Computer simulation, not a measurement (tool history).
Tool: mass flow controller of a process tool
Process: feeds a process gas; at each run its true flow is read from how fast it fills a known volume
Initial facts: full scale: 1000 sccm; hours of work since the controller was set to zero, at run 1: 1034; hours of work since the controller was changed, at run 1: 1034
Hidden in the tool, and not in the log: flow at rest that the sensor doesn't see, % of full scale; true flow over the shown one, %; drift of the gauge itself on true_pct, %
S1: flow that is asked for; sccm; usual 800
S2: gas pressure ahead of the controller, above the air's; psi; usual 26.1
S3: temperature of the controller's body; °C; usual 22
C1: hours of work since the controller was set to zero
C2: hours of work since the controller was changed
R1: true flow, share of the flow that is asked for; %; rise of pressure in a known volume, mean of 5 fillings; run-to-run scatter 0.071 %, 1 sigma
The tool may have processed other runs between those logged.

run	hour	S1	S2	S3	C1	C2	R1
1	0.0	800	26.1	22	1034	1034	100.27
2	118.4	800	26.1	22	1123	1123	100.33
3	237.2	800	26.1	22	1212	1212	100.48
4	331.3	800	26.1	22	1283	1283	100.24
5	422.2	800	26.1	22	1351	1351	100.49
6	529.4	800	28.6	22	1432	1432	100.42
7	662.0	800	29.4	22	1532	1532	100.51
8	772.1	800	26.1	22	1614	1614	100.46
9	860.3	800	26.1	22	1681	1681	100.35
10	942.7	800	34.1	22	1743	1743	100.25
11	1088.1	800	34.1	22	1852	1852	100.18
12	1191.7	800	34.1	22	1930	1930	100.30
13	1259.2	800	34.1	22	1980	1980	100.23
14	1335.5	800	26.1	22	2038	2038	100.64
15	1430.6	800	26.1	22	2109	2109	100.61
16	1560.7	730	29.6	34	2207	2207	99.18
17	1702.7	500	28.6	22	2314	2314	100.13
18	1807.2	820	21.0	22	2392	2392	100.97
# hour 1818.2: controller's zero set anew
19	1897.5	275	24.5	24	60	2460	99.86
20	2015.2	388	26.1	22	148	2548	100.12
21	2107.4	515	40.5	37	217	2617	98.38
22	2210.6	515	28.9	35	295	2695	98.95
23	2327.8	800	23.9	22	383	2783	100.82
24	2405.2	272	29.4	38	441	2841	98.46
25	2524.0	272	29.4	38	530	2930	98.33
26	2667.6	639	22.3	22	638	3038	100.80
# hour 2675.5: controller's zero set anew, once more
27	2804.5	228	25.8	27	97	3141	99.25

4 options for the next run, each taken on its own from the tool as it stands now. Forecast them:
A	2904.0	800	29.0	26	172	3216	?
B	2904.0	228	24.5	21	172	3216	?
C	2904.0	774	38.7	30	172	3216	?
D	2904.0	775	32.6	28	172	3216	?

run	R1
A	100.33
B	99.90
C	99.37
D	99.90
Had the tool no hidden state, the same runs would have come out as:
run	R1
A	99.51
B	98.89
C	98.55
D	99.08
